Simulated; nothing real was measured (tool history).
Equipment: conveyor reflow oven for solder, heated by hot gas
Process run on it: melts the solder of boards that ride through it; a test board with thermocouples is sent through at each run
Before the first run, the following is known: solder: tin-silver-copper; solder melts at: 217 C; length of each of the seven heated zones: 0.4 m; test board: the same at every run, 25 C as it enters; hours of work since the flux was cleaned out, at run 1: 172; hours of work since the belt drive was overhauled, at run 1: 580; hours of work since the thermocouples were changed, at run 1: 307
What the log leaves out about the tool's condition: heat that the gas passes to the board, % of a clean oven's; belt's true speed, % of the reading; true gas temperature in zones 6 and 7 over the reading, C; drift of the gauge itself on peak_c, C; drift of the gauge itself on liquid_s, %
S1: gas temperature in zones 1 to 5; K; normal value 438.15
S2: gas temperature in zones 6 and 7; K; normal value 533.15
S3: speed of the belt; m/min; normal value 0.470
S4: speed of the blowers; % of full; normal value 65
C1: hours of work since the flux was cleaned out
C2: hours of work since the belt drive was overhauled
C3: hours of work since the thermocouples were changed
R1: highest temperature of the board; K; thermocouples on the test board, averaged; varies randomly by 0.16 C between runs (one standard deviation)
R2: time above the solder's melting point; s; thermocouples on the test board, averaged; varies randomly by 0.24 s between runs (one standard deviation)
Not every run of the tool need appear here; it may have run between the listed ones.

| run | hour | S1 | S2 | S3 | S4 | C1 | C2 | C3 | R1 | R2 |
|---|---|---|---|---|---|---|---|---|---|---|
| 1 | 0.0 | 438.15 | 533.15 | 0.470 | 65 | 172 | 580 | 307 | 517.65 | 65.2 |
|  | 18.0 | flux residue cleaned out of gas plates and filters |
| 2 | 31.3 | 438.15 | 533.15 | 0.470 | 65 | 7 | 594 | 321 | 518.95 | 67.2 |
| 3 | 63.2 | 438.15 | 533.15 | 0.470 | 65 | 25 | 611 | 339 | 518.65 | 67.5 |
| 4 | 82.0 | 438.15 | 533.15 | 0.470 | 65 | 35 | 622 | 349 | 518.55 | 66.9 |
| 5 | 110.6 | 438.15 | 545.15 | 0.470 | 65 | 50 | 637 | 365 | 529.15 | 77.2 |
| 6 | 143.5 | 438.15 | 533.15 | 0.470 | 65 | 68 | 655 | 382 | 517.95 | 67.2 |
| 7 | 176.4 | 444.15 | 533.15 | 0.470 | 65 | 86 | 673 | 400 | 519.05 | 70.2 |
| 8 | 212.9 | 444.15 | 533.15 | 0.470 | 65 | 106 | 693 | 420 | 518.85 | 70.0 |
| 9 | 235.7 | 444.15 | 533.15 | 0.470 | 65 | 119 | 705 | 433 | 518.95 | 69.8 |
| 10 | 262.3 | 444.15 | 533.15 | 0.470 | 65 | 133 | 720 | 447 | 518.55 | 70.2 |
| 11 | 283.2 | 444.15 | 533.15 | 0.470 | 65 | 144 | 731 | 459 | 518.55 | 69.7 |
|  | 296.6 | belt drive overhauled, speed set with a stopwatch |
| 12 | 314.6 | 444.15 | 533.15 | 0.470 | 65 | 159 | 10 | 473 | 518.95 | 71.2 |
| 13 | 348.5 | 444.15 | 533.15 | 0.470 | 65 | 178 | 28 | 492 | 518.65 | 70.4 |
|  | 356.5 | flux residue cleaned out of gas plates and filters |
| 14 | 391.0 | 444.15 | 533.15 | 0.470 | 65 | 19 | 49 | 512 | 519.75 | 71.9 |
|  | 411.9 | belt drive overhauled, speed set with a stopwatch, once more |
| 15 | 415.5 | 444.15 | 533.15 | 0.470 | 65 | 30 | 2 | 524 | 519.15 | 69.0 |
| 16 | 438.8 | 438.15 | 533.15 | 0.477 | 65 | 43 | 15 | 536 | 517.15 | 63.3 |
| 17 | 475.2 | 426.15 | 533.15 | 0.477 | 65 | 62 | 34 | 556 | 515.45 | 55.9 |
| 18 | 503.0 | 424.15 | 528.15 | 0.504 | 60 | 78 | 50 | 571 | 507.35 | 39.4 |
| 19 | 530.9 | 426.15 | 529.15 | 0.398 | 53 | 93 | 65 | 586 | 513.95 | 67.5 |
| 20 | 563.3 | 444.15 | 521.15 | 0.398 | 53 | 110 | 82 | 604 | 509.75 | 68.6 |
| 21 | 601.2 | 427.15 | 533.15 | 0.464 | 65 | 131 | 103 | 625 | 515.65 | 58.4 |
| 22 | 639.2 | 452.15 | 528.15 | 0.491 | 65 | 152 | 124 | 645 | 513.55 | 63.4 |
| 23 | 677.1 | 449.15 | 528.15 | 0.491 | 50 | 172 | 144 | 666 | 509.75 | 53.4 |
|  | 694.2 | flux residue cleaned out of gas plates and filters |
| 24 | 717.0 | 445.15 | 527.15 | 0.440 | 57 | 12 | 163 | 685 | 514.15 | 68.5 |
| 25 | 750.3 | 450.15 | 526.15 | 0.440 | 57 | 31 | 182 | 703 | 513.65 | 70.8 |
| 26 | 776.3 | 438.15 | 533.15 | 0.426 | 65 | 45 | 196 | 717 | 520.65 | 76.9 |
| 27 | 810.4 | 438.15 | 533.15 | 0.417 | 59 | 63 | 214 | 736 | 519.75 | 77.4 |
| 28 | 830.1 | 425.15 | 533.15 | 0.470 | 73 | 74 | 225 | 747 | 517.05 | 60.2 |
| 29 | 861.8 | 445.15 | 526.15 | 0.472 | 73 | 91 | 242 | 764 | 513.75 | 64.0 |

Consider 3 possible next runs. They are alternatives, not a sequence: every one starts from the tool as it was left by run 29. What does each give?
| A | 890.9 | 447.15 | 533.15 | 0.470 | 79 | 107 | 258 | 780 | ? | ? |
| B | 890.9 | 445.15 | 542.15 | 0.472 | 73 | 107 | 258 | 780 | ? | ? |
| C | 890.9 | 442.15 | 523.15 | 0.472 | 75 | 107 | 258 | 780 | ? | ? |

| run | R1 | R2 |
|---|---|---|
| A | 521.35 | 74.1 |
| B | 527.75 | 78.4 |
| C | 510.65 | 58.5 |
What these runs would have given with no unlogged condition in the tool:
| run | R1 | R2 |
|---|---|---|
| A | 522.65 | 75.3 |
| B | 529.05 | 79.4 |
| C | 511.95 | 60.5 |
